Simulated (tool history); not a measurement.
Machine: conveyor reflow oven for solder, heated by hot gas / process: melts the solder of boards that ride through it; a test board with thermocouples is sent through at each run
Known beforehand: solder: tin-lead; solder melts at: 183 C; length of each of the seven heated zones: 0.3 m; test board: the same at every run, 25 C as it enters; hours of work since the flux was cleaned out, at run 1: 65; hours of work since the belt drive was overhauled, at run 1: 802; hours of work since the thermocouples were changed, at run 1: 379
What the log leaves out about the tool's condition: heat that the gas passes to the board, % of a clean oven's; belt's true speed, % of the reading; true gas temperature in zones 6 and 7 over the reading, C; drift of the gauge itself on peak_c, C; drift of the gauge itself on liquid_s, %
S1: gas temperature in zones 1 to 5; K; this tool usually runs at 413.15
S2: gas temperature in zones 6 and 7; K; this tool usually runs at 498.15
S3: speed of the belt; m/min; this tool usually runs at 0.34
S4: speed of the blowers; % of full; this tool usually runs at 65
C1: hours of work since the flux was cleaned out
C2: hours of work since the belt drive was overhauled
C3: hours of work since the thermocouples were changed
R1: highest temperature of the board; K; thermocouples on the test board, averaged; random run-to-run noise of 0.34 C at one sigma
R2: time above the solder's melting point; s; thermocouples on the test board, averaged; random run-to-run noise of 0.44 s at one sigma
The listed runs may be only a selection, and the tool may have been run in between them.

run,hour,S1,S2,S3,S4,C1,C2,C3,R1,R2
1,0,413.15,498.15,0.34,65,65,802,379,485.55,76.6
2,41.7,413.15,498.15,0.34,65,91,828,405,485.45,77
3,93.4,413.15,498.15,0.34,65,124,861,438,484.85,76.7
4,140.7,413.15,498.15,0.34,65,154,891,468,484.75,75.8
5,180.5,413.15,498.15,0.34,68,179,917,493,485.45,77.1
# hour 250.8: flux residue cleaned out of gas plates and filters
6,254.4,413.15,498.15,0.34,68,2,960,537,485.75,77.5
7,330.9,413.15,498.15,0.34,68,51,1009,586,485.95,77.4
8,401.6,413.15,498.15,0.34,65,96,1054,630,484.25,77.3
9,439.8,413.15,498.15,0.34,65,120,1078,655,484.25,76.4
10,478.3,413.15,498.15,0.278,65,144,1102,679,489.55,101.7
# hour 486.2: belt drive overhauled, speed set with a stopwatch
11,532.4,413.15,498.15,0.278,65,176,29,711,488.75,102.4
# hour 603.5: flux residue cleaned out of gas plates and filters
12,604.2,413.15,498.15,0.34,81,0,72,753,487.05,81.2
13,669.5,406.15,498.15,0.34,65,42,113,795,483.45,72.2
14,720.2,406.15,498.15,0.34,65,74,145,827,483.55,72.6
15,788.3,406.15,504.15,0.329,65,117,189,870,489.15,82.4
16,829.2,406.15,504.15,0.292,51,143,214,896,490.05,94.7
# hour 864.3: belt drive overhauled, speed set with a stopwatch, once more
17,868.1,406.15,504.15,0.292,53,165,2,918,490.65,92.3
18,947.7,406.15,504.15,0.292,53,216,53,969,490.15,91.5
# hour 957.1: flux residue cleaned out of gas plates and filters
19,1000.4,406.15,504.15,0.292,53,28,83,999,490.45,93.7
20,1049.9,406.15,504.15,0.292,53,59,115,1030,490.35,92.7
21,1094.7,404.15,496.15,0.34,65,87,143,1059,480.85,65.7
22,1173.9,422.15,513.15,0.36,79,138,193,1109,498.85,88.6
23,1210.7,413.15,492.15,0.37,71,161,217,1133,477.05,59
24,1274.2,413.15,511.15,0.292,55,201,257,1173,497.75,103
# hour 1308.8: flux residue cleaned out of gas plates and filters
25,1324.7,413.15,498.15,0.326,73,10,286,1202,485.95,82.2

What if the next run were any one of these 5? Each begins from the tool's condition after run 25:
A,1359.7,398.15,498.15,0.326,70,32,308,1224,?,?
B,1359.7,413.15,498.15,0.323,73,32,308,1224,?,?
C,1359.7,426.15,498.15,0.333,76,32,308,1224,?,?
D,1359.7,413.15,495.15,0.278,51,32,308,1224,?,?
E,1359.7,424.15,503.15,0.326,55,32,308,1224,?,?

run,R1,R2
A,483.55,70.9
B,486.55,83.3
C,487.55,88.9
D,483.25,92.6
E,489.15,90.6
Without the tool's unlogged condition, the same runs would have read:
run,R1,R2
A,486.15,73.6
B,489.15,85.6
C,490.05,90.8
D,485.85,95.6
E,491.65,92.6
